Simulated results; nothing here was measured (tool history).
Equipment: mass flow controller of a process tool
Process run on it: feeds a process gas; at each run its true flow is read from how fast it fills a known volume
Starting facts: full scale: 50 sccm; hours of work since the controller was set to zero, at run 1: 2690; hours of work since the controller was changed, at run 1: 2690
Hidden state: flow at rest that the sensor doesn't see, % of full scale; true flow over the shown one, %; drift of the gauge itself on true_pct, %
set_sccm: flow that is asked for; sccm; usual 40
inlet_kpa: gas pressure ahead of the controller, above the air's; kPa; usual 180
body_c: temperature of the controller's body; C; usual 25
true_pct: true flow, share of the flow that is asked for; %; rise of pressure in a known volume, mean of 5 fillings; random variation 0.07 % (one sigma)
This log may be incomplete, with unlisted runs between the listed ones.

run,hour,set_sccm,inlet_kpa,body_c,hours of work since the controller was set to zero,hours of work since the controller was changed,true_pct
1,0,40,180,25,2690,2690,99.81
2,177.4,40,180,25,2826,2826,99.6
3,276.9,40,180,25,2902,2902,99.83
4,442.9,40,180,25,3029,3029,99.81
5,628.9,40,180,25,3172,3172,99.68
6,813.8,40,180,25,3314,3314,99.75
7,955.2,40,180,25,3422,3422,99.79
8,1058,40,180,25,3501,3501,99.78
9,1170.7,40,180,25,3587,3587,99.76
10,1344,40,180,25,3720,3720,99.89
11,1435.6,5,180,25,3790,3790,94.79
12,1519.2,7,180,25,3854,3854,95.93
13,1704.3,7,180,25,3996,3996,95.84
14,1809.1,7,180,25,4077,4077,95.88
15,1949.5,10,146,25,4184,4184,96.7
16,2070.1,15,265,26,4277,4277,98.1
17,2243.3,15,265,26,4410,4410,98.06
18,2372.5,15,265,26,4509,4509,98.11
19,2478.2,15,265,26,4590,4590,98.02
20,2636.7,13,270,28,4711,4711,97.87
21,2803.8,40,149,27,4839,4839,99.94
22,2977.6,21,171,38,4973,4973,99.06
23,3145.3,6,234,32,5101,5101,95.44
24,3333.5,6,234,32,5245,5245,95.31
25,3517,42,241,30,5386,5386,100.58
26,3694.5,36,197,22,5522,5522,99.61
27,3800.3,40,153,23,5603,5603,99.85
28,3937.4,40,260,25,5708,5708,100.28

Predict each of these 4 candidate next runs independently; none follows another, all start after run 28:
# hour 4097.8: controller exchanged for a calibrated one
A,4117.9,40,180,23,15,15,?
# hour 4097.8: controller exchanged for a calibrated one
B,4117.9,25,169,22,15,15,?
# hour 4097.8: controller exchanged for a calibrated one
C,4117.9,40,269,30,15,15,?
# hour 4097.8: controller exchanged for a calibrated one
D,4117.9,13,179,26,15,15,?

run,true_pct
A,99.11
B,98.2
C,99.73
D,97.66
Had the tool no hidden state, the same runs would have come out as:
run,true_pct
A,99.29
B,98.41
C,99.91
D,97.95

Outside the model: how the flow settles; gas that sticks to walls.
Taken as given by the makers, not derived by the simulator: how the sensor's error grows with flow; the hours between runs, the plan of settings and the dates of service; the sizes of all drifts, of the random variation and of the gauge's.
